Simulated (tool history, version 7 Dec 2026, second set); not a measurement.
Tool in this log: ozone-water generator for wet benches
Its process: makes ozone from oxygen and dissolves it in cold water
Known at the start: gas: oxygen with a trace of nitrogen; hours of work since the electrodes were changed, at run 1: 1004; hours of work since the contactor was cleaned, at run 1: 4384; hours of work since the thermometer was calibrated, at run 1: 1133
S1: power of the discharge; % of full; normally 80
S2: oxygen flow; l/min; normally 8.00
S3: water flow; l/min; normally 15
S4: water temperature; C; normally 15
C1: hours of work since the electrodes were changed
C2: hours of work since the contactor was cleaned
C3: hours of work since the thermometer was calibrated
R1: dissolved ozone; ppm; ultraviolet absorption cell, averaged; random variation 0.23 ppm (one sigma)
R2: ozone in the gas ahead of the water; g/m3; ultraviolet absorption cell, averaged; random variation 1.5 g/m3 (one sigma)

run,hour,S1,S2,S3,S4,C1,C2,C3,R1,R2
1,0.0,80,8.00,15,15,1004,4384,1133,34.9,282.1
2,52.9,80,8.00,15,15,1038,4418,1167,34.9,278.9
3,115.4,80,8.00,15,15,1078,4458,1207,34.6,280.1
4,150.9,80,8.00,15,15,1100,4480,1230,35.1,281.0
5,195.5,49,8.00,15,15,1129,4509,1258,24.5,199.5
6,233.3,49,8.00,15,15,1153,4533,1282,25.0,198.2
7,266.7,49,8.00,15,15,1174,4554,1304,24.5,197.5
8,313.2,49,8.00,15,15,1204,4584,1333,24.8,198.6
9,346.4,80,8.00,15,13,1225,4605,1355,36.7,278.4
10,395.4,80,8.00,15,15,1256,4637,1386,34.6,280.2
11,451.5,80,5.67,15,15,1292,4672,1422,33.7,312.9
12,486.5,80,8.00,15,15,1315,4695,1444,35.0,282.5
13,534.5,80,8.00,15,15,1345,4725,1475,34.7,281.5
14,577.4,80,8.00,15,15,1373,4753,1502,34.7,281.3
15,633.6,80,8.00,15,15,1409,4789,1538,34.8,280.3
16,705.8,80,8.00,15,15,1455,4835,1584,34.6,279.9
17,758.0,68,8.00,22,15,1488,4868,1618,23.2,249.7
18,790.4,74,12.32,22,15,1509,4889,1638,26.0,229.1
19,830.7,74,12.86,15,13,1535,4915,1664,34.5,227.7
20,869.8,80,7.87,15,21,1560,4940,1689,30.7,281.8
21,931.6,80,7.87,15,21,1599,4979,1729,31.0,282.2
22,1005.9,66,8.00,15,17,1647,5027,1776,29.4,245.6
23,1062.2,66,8.00,15,17,1682,5063,1812,29.2,246.0
24,1107.7,66,9.15,15,17,1712,5092,1841,29.2,234.8
25,1146.0,66,9.15,15,17,1736,5116,1866,29.4,233.7
26,1206.4,64,9.97,24,22,1775,5155,1904,19.1,226.3
27,1246.4,41,13.54,16,9,1800,5180,1930,23.9,148.0
28,1303.5,75,7.26,23,13,1837,5217,1966,24.2,277.9
29,1355.9,85,7.35,18,16,1870,5250,2000,30.9,301.7
30,1399.7,80,10.28,16,15,1898,5278,2028,33.7,258.9
31,1430.0,41,8.00,15,15,1918,5298,2047,21.8,177.5
32,1477.3,81,7.12,10,15,1948,5328,2077,45.5,291.5

Branching from run 32: 3 alternative next runs. What would each branch give?
A,1544.5,81,4.80,19,19,1991,5371,2120,?,?
B,1544.5,73,8.00,15,7,1991,5371,2120,?,?
C,1544.5,80,8.00,10,15,1991,5371,2120,?,?

run,R1,R2
A,25.2,334.4
B,37.5,264.5
C,44.9,279.8
What these runs would have given with no unlogged condition in the tool:
run,R1,R2
A,25.3,334.5
B,37.5,264.7
C,45.0,279.9

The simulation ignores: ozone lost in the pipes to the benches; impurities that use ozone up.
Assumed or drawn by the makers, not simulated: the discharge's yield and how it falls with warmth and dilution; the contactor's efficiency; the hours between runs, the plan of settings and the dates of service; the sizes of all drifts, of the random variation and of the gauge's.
